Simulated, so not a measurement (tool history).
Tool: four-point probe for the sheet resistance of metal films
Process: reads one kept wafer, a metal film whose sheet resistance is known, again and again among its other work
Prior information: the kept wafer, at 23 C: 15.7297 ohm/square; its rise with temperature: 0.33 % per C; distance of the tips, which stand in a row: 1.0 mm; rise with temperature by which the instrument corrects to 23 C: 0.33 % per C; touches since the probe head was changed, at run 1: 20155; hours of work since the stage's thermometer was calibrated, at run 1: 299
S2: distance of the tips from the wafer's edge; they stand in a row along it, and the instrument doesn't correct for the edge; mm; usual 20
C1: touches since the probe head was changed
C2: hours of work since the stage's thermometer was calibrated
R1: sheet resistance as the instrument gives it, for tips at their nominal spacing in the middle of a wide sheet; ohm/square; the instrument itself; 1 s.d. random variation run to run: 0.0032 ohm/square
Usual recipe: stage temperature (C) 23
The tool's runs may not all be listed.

run 1 day=0 | stage_temperature_(C)=23 S2=20 | C1=20155 C2=299 | R1=15.851543
run 2 day=1.462 | stage_temperature_(C)=23 S2=20 | C1=21114 C2=319 | R1=15.86041
run 3 day=2.804 | stage_temperature_(C)=23 S2=20 | C1=21990 C2=337 | R1=15.862799
run 4 day=3.471 | stage_temperature_(C)=23 S2=7 | C1=22426 C2=346 | R1=16.013018
run 5 day=4.692 | stage_temperature_(C)=23 S2=7 | C1=23226 C2=362 | R1=16.01318
run 6 day=6.108 | stage_temperature_(C)=23 S2=7 | C1=24154 C2=381 | R1=16.007746
run 7 day=7.608 | stage_temperature_(C)=23 S2=4 | C1=25136 C2=401 | R1=16.361809
run 8 day=8.417 | stage_temperature_(C)=29 S2=20 | C1=25666 C2=412 | R1=15.871079
run 9 day=9.238 | stage_temperature_(C)=23 S2=3 | C1=26203 C2=423 | R1=16.742864
run 10 day=10.654 | stage_temperature_(C)=23 S2=3 | C1=27131 C2=442 | R1=16.742813
run 11 day=11.996 | stage_temperature_(C)=33 S2=20 | C1=28009 C2=460 | R1=15.884904
run 12 day=13.517 | stage_temperature_(C)=23 S2=15 | C1=29005 C2=480 | R1=15.892732
run 13 day=14.133 | stage_temperature_(C)=23 S2=15 | C1=29408 C2=488 | R1=15.894144
run 14 day=14.925 | stage_temperature_(C)=23 S2=15 | C1=29927 C2=499 | R1=15.892657
run 15 day=15.688 | stage_temperature_(C)=23 S2=15 | C1=30426 C2=509 | R1=15.900545
run 16 day=17.012 | stage_temperature_(C)=23 S2=15 | C1=31293 C2=527 | R1=15.90191
run 17 day=17.888 | stage_temperature_(C)=29 S2=20 | C1=31865 C2=538 | R1=15.890947
run 18 day=19.033 | stage_temperature_(C)=29 S2=20 | C1=32615 C2=554 | R1=15.895767
run 19 day=20.196 | stage_temperature_(C)=23 S2=5 | C1=33377 C2=569 | R1=16.205586
run 20 day=20.988 | stage_temperature_(C)=19 S2=5 | C1=33895 C2=580 | R1=16.204754
run 21 day=21.725 | stage_temperature_(C)=28 S2=4 | C1=34377 C2=590 | R1=16.389157
run 22 day=22.433 | stage_temperature_(C)=19 S2=20 | C1=34842 C2=599 | R1=15.885176
run 23 day=23.738 | stage_temperature_(C)=32 S2=38 | C1=35695 C2=616 | R1=15.884166
run 24 day=24.529 | stage_temperature_(C)=22 S2=14 | C1=36215 C2=627 | R1=15.915325
run 25 day=25.267 | stage_temperature_(C)=19 S2=20 | C1=36697 C2=637 | R1=15.895214

5 ways to go on from here, each from the tool as it stands after run 25. What would each give?
run A day=25.971 | stage_temperature_(C)=23 S2=20 | C1=37158 C2=646 | R1=?
run B day=25.971 | stage_temperature_(C)=23 S2=3 | C1=37158 C2=646 | R1=?
run C day=25.971 | stage_temperature_(C)=33 S2=4 | C1=37158 C2=646 | R1=?
run D day=25.971 | stage_temperature_(C)=20 S2=8 | C1=37158 C2=646 | R1=?
run E day=25.971 | stage_temperature_(C)=29 S2=4 | C1=37158 C2=646 | R1=?

run=A R1=15.900193
run=B R1=16.770122
run=C R1=16.404012
run=D R1=16.007507
run=E R1=16.399087
What these runs would have given with no unlogged condition in the tool:
run=A R1=15.750684
run=B R1=16.613105
run=C R1=16.250429
run=D R1=15.856975
run=E R1=16.245432

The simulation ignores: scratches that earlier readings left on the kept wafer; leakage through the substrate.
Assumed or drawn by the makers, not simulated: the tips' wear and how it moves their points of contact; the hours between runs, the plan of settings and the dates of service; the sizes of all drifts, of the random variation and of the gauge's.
